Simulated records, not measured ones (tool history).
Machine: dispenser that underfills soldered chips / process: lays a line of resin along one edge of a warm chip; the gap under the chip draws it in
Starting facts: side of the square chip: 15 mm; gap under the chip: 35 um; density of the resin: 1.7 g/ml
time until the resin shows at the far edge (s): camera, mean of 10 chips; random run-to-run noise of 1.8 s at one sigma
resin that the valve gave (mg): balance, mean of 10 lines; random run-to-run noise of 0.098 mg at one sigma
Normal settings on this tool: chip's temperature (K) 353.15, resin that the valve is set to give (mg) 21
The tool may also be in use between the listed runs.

run,hour,chip's temperature (K),resin that the valve is set to give (mg),time until the resin shows at the far edge (s),resin that the valve gave (mg)
1,0,353.15,21,213.2,20.82
2,3.9,353.15,23.5,268.4,23.09
# hour 9.2: new syringe of resin
3,9.4,353.15,23.5,187.1,22.91
4,11.8,353.15,21,221.2,20.72
5,16.9,353.15,21,307,20.5
# hour 20.2: new syringe of resin
6,20.4,353.15,21,187,20.44
7,25.4,353.15,21,252.5,20.5
8,30.1,353.15,21,351.8,20.38
# hour 31: new syringe of resin
9,32.9,360.15,23.3,144.2,22.53
10,36.1,348.15,26.2,328.4,25.49
11,41.4,348.15,21,476.2,20.17
# hour 42.1: new syringe of resin
12,47,348.15,26,325.5,25.06
13,51.5,348.15,26,441.9,24.95
# hour 52.9: new syringe of resin
14,55.3,348.15,26,279.5,24.97
15,59.6,365.15,26.8,156.8,25.82
# hour 63.9: new syringe of resin
16,64.8,365.15,26.8,105.8,25.67

Forecast each of these 5 alternatives for the next run:
A,68.7,354.15,23.1,?,?
B,68.7,341.15,21.5,?,?
C,68.7,355.15,23,?,?
D,68.7,351.15,19.5,?,?
E,68.7,359.15,24.2,?,?

run,time until the resin shows at the far edge (s),resin that the valve gave (mg)
A,241.5,22.15
B,495,20.59
C,231.4,22
D,288.5,18.85
E,185.7,23.15
With no hidden state in the tool, these same runs would have given:
run,time until the resin shows at the far edge (s),resin that the valve gave (mg)
A,162.8,23.15
B,331.3,21.51
C,156.1,22.99
D,193.2,19.7
E,125.4,24.19

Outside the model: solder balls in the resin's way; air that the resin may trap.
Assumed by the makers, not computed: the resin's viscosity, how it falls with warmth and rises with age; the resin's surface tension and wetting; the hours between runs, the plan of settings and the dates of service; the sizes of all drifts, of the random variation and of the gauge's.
